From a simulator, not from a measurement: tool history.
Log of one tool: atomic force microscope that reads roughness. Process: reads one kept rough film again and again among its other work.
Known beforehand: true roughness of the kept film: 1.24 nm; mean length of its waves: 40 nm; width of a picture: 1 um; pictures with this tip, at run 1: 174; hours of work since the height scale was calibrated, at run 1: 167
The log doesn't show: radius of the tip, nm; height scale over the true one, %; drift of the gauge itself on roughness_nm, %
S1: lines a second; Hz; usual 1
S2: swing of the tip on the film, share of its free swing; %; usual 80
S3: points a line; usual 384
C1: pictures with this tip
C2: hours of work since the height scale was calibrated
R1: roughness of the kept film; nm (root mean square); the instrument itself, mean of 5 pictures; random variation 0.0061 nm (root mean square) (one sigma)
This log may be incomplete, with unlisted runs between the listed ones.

run 1 hour=0 | S1=1 S2=80 S3=384 | C1=174 C2=167 | R1=1.135
run 2 hour=34.2 | S1=1 S2=65 S3=384 | C1=225 C2=190 | R1=1.191
run 3 hour=66.4 | S1=1 S2=65 S3=384 | C1=274 C2=211 | R1=1.172
run 4 hour=103.9 | S1=1 S2=65 S3=740 | C1=331 C2=236 | R1=1.172
-- hour=120.4 new tip fitted
run 5 hour=142.3 | S1=1 S2=65 S3=740 | C1=34 C2=261 | R1=1.181
run 6 hour=178.6 | S1=1 S2=80 S3=384 | C1=89 C2=285 | R1=1.134
run 7 hour=209.1 | S1=1 S2=80 S3=384 | C1=135 C2=306 | R1=1.141
run 8 hour=247.6 | S1=1 S2=80 S3=440 | C1=194 C2=331 | R1=1.145
run 9 hour=265.7 | S1=1 S2=80 S3=440 | C1=221 C2=343 | R1=1.127
run 10 hour=298.5 | S1=1 S2=80 S3=440 | C1=271 C2=365 | R1=1.128
run 11 hour=316.8 | S1=1 S2=80 S3=440 | C1=299 C2=377 | R1=1.133
run 12 hour=351.5 | S1=3.39 S2=80 S3=440 | C1=351 C2=400 | R1=0.992
-- hour=354.4 new tip fitted
run 13 hour=384.7 | S1=3.39 S2=71 S3=440 | C1=46 C2=422 | R1=1.064
run 14 hour=424.3 | S1=3.39 S2=71 S3=440 | C1=106 C2=448 | R1=1.069
run 15 hour=464.5 | S1=3.14 S2=80 S3=384 | C1=167 C2=475 | R1=0.997
run 16 hour=493.6 | S1=3.14 S2=61 S3=384 | C1=211 C2=495 | R1=1.134
run 17 hour=513.2 | S1=0.8 S2=61 S3=384 | C1=241 C2=508 | R1=1.187
run 18 hour=530.5 | S1=0.8 S2=61 S3=384 | C1=268 C2=519 | R1=1.198
run 19 hour=558 | S1=1 S2=64 S3=384 | C1=309 C2=537 | R1=1.18
-- hour=589.7 new tip fitted
run 20 hour=599.1 | S1=1 S2=67 S3=384 | C1=14 C2=564 | R1=1.182
run 21 hour=616.4 | S1=1 S2=67 S3=384 | C1=40 C2=576 | R1=1.16
run 22 hour=657.8 | S1=1 S2=80 S3=384 | C1=103 C2=603 | R1=1.124
run 23 hour=687.9 | S1=1 S2=80 S3=384 | C1=149 C2=623 | R1=1.131
run 24 hour=706.4 | S1=1 S2=80 S3=384 | C1=177 C2=636 | R1=1.135
run 25 hour=729 | S1=1 S2=80 S3=384 | C1=211 C2=651 | R1=1.134
run 26 hour=770.3 | S1=3.09 S2=80 S3=735 | C1=274 C2=678 | R1=1.009
run 27 hour=806.5 | S1=3.09 S2=81 S3=735 | C1=329 C2=702 | R1=0.998
-- hour=824.8 new tip fitted
run 28 hour=848.5 | S1=1.38 S2=86 S3=384 | C1=36 C2=730 | R1=1.073
run 29 hour=887.3 | S1=2.21 S2=86 S3=357 | C1=95 C2=755 | R1=1.006
run 30 hour=921.6 | S1=1.7 S2=71 S3=537 | C1=147 C2=778 | R1=1.126
run 31 hour=959.9 | S1=1.7 S2=71 S3=537 | C1=205 C2=804 | R1=1.122
run 32 hour=978.9 | S1=1.7 S2=71 S3=537 | C1=234 C2=816 | R1=1.135
run 33 hour=1010.2 | S1=3.06 S2=71 S3=338 | C1=281 C2=837 | R1=1.077
run 34 hour=1029.5 | S1=3.06 S2=71 S3=338 | C1=311 C2=850 | R1=1.066
run 35 hour=1050.7 | S1=2.38 S2=60 S3=319 | C1=343 C2=864 | R1=1.147
-- hour=1060.3 new tip fitted
run 36 hour=1075.5 | S1=1.01 S2=77 S3=384 | C1=23 C2=880 | R1=1.156
run 37 hour=1103.3 | S1=1.01 S2=77 S3=384 | C1=65 C2=899 | R1=1.148
run 38 hour=1131.9 | S1=1 S2=82 S3=673 | C1=108 C2=918 | R1=1.133
run 39 hour=1161.6 | S1=1.65 S2=79 S3=300 | C1=153 C2=937 | R1=1.103
run 40 hour=1191 | S1=2.91 S2=80 S3=384 | C1=198 C2=957 | R1=1.021
run 41 hour=1225.1 | S1=2.91 S2=80 S3=384 | C1=250 C2=980 | R1=1.009
run 42 hour=1247.4 | S1=1 S2=72 S3=541 | C1=284 C2=994 | R1=1.162
run 43 hour=1287.1 | S1=1 S2=72 S3=498 | C1=344 C2=1021 | R1=1.165
-- hour=1295.1 new tip fitted
run 44 hour=1325.6 | S1=1.02 S2=89 S3=559 | C1=47 C2=1046 | R1=1.099

What does the tool deliver on the next run?
run 45 hour=1359.4 | S1=1.55 S2=65 S3=779 | C1=98 C2=1069 | R1=?

R1: 1.148 nm (root mean square)
Had the tool carried no hidden state, the very same run would have given R1 1.149 nm (root mean square).

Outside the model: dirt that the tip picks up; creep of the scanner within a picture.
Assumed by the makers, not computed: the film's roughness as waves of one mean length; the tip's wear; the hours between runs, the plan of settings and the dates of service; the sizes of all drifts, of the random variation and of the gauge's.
